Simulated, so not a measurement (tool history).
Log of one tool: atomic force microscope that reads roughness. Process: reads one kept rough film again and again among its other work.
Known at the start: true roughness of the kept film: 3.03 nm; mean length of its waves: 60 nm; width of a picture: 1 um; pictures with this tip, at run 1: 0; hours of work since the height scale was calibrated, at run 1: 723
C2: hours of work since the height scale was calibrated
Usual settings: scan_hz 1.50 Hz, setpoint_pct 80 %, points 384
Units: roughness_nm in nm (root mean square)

run 1 hour=0.0 | scan_hz=1.50 setpoint_pct=80 points=384 | pictures_with_this_tip=0 C2=723 | roughness_nm=2.630
run 2 hour=80.7 | scan_hz=2.55 setpoint_pct=80 points=384 | pictures_with_this_tip=85 C2=758 | roughness_nm=2.418
run 3 hour=143.8 | scan_hz=2.55 setpoint_pct=80 points=384 | pictures_with_this_tip=151 C2=785 | roughness_nm=2.360
run 4 hour=211.3 | scan_hz=1.50 setpoint_pct=62 points=384 | pictures_with_this_tip=222 C2=814 | roughness_nm=2.646
-- hour=266.2 new tip fitted
run 5 hour=283.6 | scan_hz=2.44 setpoint_pct=80 points=384 | pictures_with_this_tip=18 C2=845 | roughness_nm=2.459
run 6 hour=334.6 | scan_hz=2.44 setpoint_pct=80 points=384 | pictures_with_this_tip=72 C2=867 | roughness_nm=2.430
run 7 hour=384.8 | scan_hz=2.44 setpoint_pct=80 points=384 | pictures_with_this_tip=125 C2=889 | roughness_nm=2.406
run 8 hour=447.8 | scan_hz=2.44 setpoint_pct=80 points=384 | pictures_with_this_tip=191 C2=916 | roughness_nm=2.362
run 9 hour=482.4 | scan_hz=2.44 setpoint_pct=80 points=384 | pictures_with_this_tip=228 C2=931 | roughness_nm=2.333
-- hour=531.2 new tip fitted
run 10 hour=554.9 | scan_hz=2.44 setpoint_pct=80 points=384 | pictures_with_this_tip=25 C2=962 | roughness_nm=2.441
run 11 hour=631.8 | scan_hz=2.44 setpoint_pct=80 points=384 | pictures_with_this_tip=106 C2=995 | roughness_nm=2.407
run 12 hour=668.6 | scan_hz=2.44 setpoint_pct=80 points=384 | pictures_with_this_tip=144 C2=1011 | roughness_nm=2.376
run 13 hour=716.9 | scan_hz=2.34 setpoint_pct=59 points=941 | pictures_with_this_tip=195 C2=1032 | roughness_nm=2.648
run 14 hour=751.5 | scan_hz=2.34 setpoint_pct=59 points=941 | pictures_with_this_tip=232 C2=1046 | roughness_nm=2.618
run 15 hour=785.3 | scan_hz=2.89 setpoint_pct=80 points=957 | pictures_with_this_tip=267 C2=1061 | roughness_nm=2.263
-- hour=798.1 new tip fitted
run 16 hour=869.6 | scan_hz=0.58 setpoint_pct=67 points=325 | pictures_with_this_tip=75 C2=1097 | roughness_nm=2.770
run 17 hour=940.3 | scan_hz=0.58 setpoint_pct=67 points=325 | pictures_with_this_tip=150 C2=1128 | roughness_nm=2.719
run 18 hour=994.2 | scan_hz=2.84 setpoint_pct=67 points=384 | pictures_with_this_tip=207 C2=1151 | roughness_nm=2.502
-- hour=1064.0 new tip fitted
run 19 hour=1072.5 | scan_hz=1.16 setpoint_pct=61 points=373 | pictures_with_this_tip=9 C2=1184 | roughness_nm=2.772

Hidden state at the last listed run before each entry between runs and at the first one after, where it differs:
Between runs 4 and 5: new tip fitted (hour 266.2)
  radius of the tip, nm: 26.5 -> 11.4; height scale over the true one, %: -1.03 -> -1.07
  measured less the result without the state, roughness_nm: -0.169 -> -0.038 nm (root mean square)
Between runs 9 and 10: new tip fitted (hour 531.2)
  radius of the tip, nm: 26.5 -> 12.1; height scale over the true one, %: -1.17 -> -1.21
  measured less the result without the state, roughness_nm: -0.153 -> -0.047 nm (root mean square)
Between runs 15 and 16: new tip fitted (hour 798.1)
  radius of the tip, nm: 29.6 -> 15.3; height scale over the true one, %: -1.32 -> -1.37
  measured less the result without the state, roughness_nm: -0.175 -> -0.087 nm (root mean square)
Between runs 18 and 19: new tip fitted (hour 1064.0)
  radius of the tip, nm: 24.2 -> 11.2; height scale over the true one, %: -1.44 -> -1.48
  measured less the result without the state, roughness_nm: -0.153 -> -0.052 nm (root mean square)
